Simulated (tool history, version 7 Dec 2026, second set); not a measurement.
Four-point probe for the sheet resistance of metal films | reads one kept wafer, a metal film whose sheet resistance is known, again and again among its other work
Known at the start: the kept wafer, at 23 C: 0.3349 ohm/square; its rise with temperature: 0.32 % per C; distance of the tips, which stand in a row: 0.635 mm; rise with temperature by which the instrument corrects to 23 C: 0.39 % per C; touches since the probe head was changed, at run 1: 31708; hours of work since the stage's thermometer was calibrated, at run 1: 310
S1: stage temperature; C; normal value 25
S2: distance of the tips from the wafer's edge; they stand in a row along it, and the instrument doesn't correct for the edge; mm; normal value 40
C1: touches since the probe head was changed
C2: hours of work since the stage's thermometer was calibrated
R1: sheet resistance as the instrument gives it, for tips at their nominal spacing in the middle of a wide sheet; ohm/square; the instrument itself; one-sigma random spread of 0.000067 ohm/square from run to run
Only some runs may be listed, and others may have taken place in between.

{"run": 1, "hour": 0.0, "S1": 25, "S2": 40, "C1": 31708, "C2": 310, "R1": 0.334434}
{"run": 2, "hour": 10.9, "S1": 25, "S2": 40, "C1": 31887, "C2": 316, "R1": 0.33426}
{"run": 3, "hour": 27.3, "S1": 25, "S2": 40, "C1": 32159, "C2": 325, "R1": 0.334381}
{"run": 4, "hour": 40.7, "S1": 22, "S2": 40, "C1": 32382, "C2": 332, "R1": 0.335098}
{"run": 5, "hour": 63.0, "S1": 22, "S2": 40, "C1": 32751, "C2": 344, "R1": 0.335079}
{"run": 6, "hour": 82.5, "S1": 22, "S2": 40, "C1": 33074, "C2": 355, "R1": 0.335116}
{"run": 7, "hour": 94.7, "S1": 22, "S2": 40, "C1": 33276, "C2": 362, "R1": 0.335341}
{"run": 8, "hour": 110.4, "S1": 18, "S2": 37, "C1": 33536, "C2": 370, "R1": 0.336158}
{"run": 9, "hour": 123.7, "S1": 27, "S2": 5, "C1": 33756, "C2": 377, "R1": 0.336597}
{"run": 10, "hour": 135.2, "S1": 33, "S2": 20, "C1": 33946, "C2": 384, "R1": 0.332569}
{"run": 11, "hour": 154.2, "S1": 22, "S2": 20, "C1": 34261, "C2": 394, "R1": 0.335282}

Measured result minus the same run's result without the hidden state. Both carry the same run-to-run variation, though not necessarily the same gauge scatter:
The hidden state here: inner tips' distance over the nominal, %; tips' flats over new ones', %; wafer's true temperature over the reading, C; drift of the gauge itself on sheet_ohm, %.
run=1 R1=-0.000071
run=2 R1=-0.000071
run=3 R1=-0.000071
run=4 R1=-0.000071
run=5 R1=-0.000071
run=6 R1=-0.000072
run=7 R1=-0.000073
run=8 R1=-0.000072
run=9 R1=-0.000073
run=10 R1=-0.000072
run=11 R1=-0.000073
